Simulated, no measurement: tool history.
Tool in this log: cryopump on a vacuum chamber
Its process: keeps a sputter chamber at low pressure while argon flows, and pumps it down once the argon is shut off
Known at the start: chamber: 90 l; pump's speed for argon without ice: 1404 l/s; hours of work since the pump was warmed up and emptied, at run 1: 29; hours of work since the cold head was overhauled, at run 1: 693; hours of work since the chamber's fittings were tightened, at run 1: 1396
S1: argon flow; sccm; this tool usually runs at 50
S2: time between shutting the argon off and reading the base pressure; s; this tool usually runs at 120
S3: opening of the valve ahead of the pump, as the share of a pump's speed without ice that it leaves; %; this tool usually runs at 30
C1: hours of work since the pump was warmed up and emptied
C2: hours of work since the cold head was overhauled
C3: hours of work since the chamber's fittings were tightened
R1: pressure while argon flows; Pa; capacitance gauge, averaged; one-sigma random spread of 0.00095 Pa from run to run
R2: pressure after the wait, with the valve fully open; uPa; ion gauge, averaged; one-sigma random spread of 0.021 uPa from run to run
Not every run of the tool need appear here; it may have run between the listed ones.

run	hour	S1	S2	S3	C1	C2	C3	R1	R2
1	0.0	50	120	30	29	693	1396	0.2023	1.90
2	35.3	50	120	30	56	721	1423	0.2042	1.93
3	56.6	50	120	30	73	737	1440	0.2039	1.95
4	78.8	50	120	30	91	755	1458	0.2031	1.98
5	102.8	50	120	34	110	774	1477	0.1792	2.04
6	129.9	50	120	18	131	795	1498	0.3373	1.99
7	168.6	50	148	30	162	826	1529	0.2046	2.05
8	218.4	50	148	30	201	865	1568	0.2068	2.10
9	254.5	50	148	30	230	894	1597	0.2071	2.17
10	281.9	50	120	30	251	915	1618	0.2075	2.23
11	326.0	50	120	30	286	950	1653	0.2092	2.36
12	376.7	50	120	30	326	990	1693	0.2107	2.41
13	415.0	50	120	30	356	1020	1723	0.2119	2.56
14	444.9	50	45	30	380	1044	1747	0.2141	2.84
15	470.9	49	120	30	400	1064	1767	0.2084	2.62
16	511.6	49	120	30	432	1097	1799	0.2108	2.70
17	562.9	50	120	30	473	1137	1840	0.2154	2.80
18	601.4	59	157	23	503	1167	1870	0.3253	2.82
19	636.0	59	157	23	531	1195	1898	0.3299	2.88
20	663.3	46	33	53	552	1216	1919	0.1198	3.46

Run 21 has not been measured yet. What should we expect?
21	690.8	91	33	43	574	1238	1941	?	?

{"run 21": {"R1": 0.2892, "R2": 3.62}}
With the hidden condition absent and the run-to-run variation left alone, this run would have shown R1 0.2546 Pa, R2 1.00 uPa.
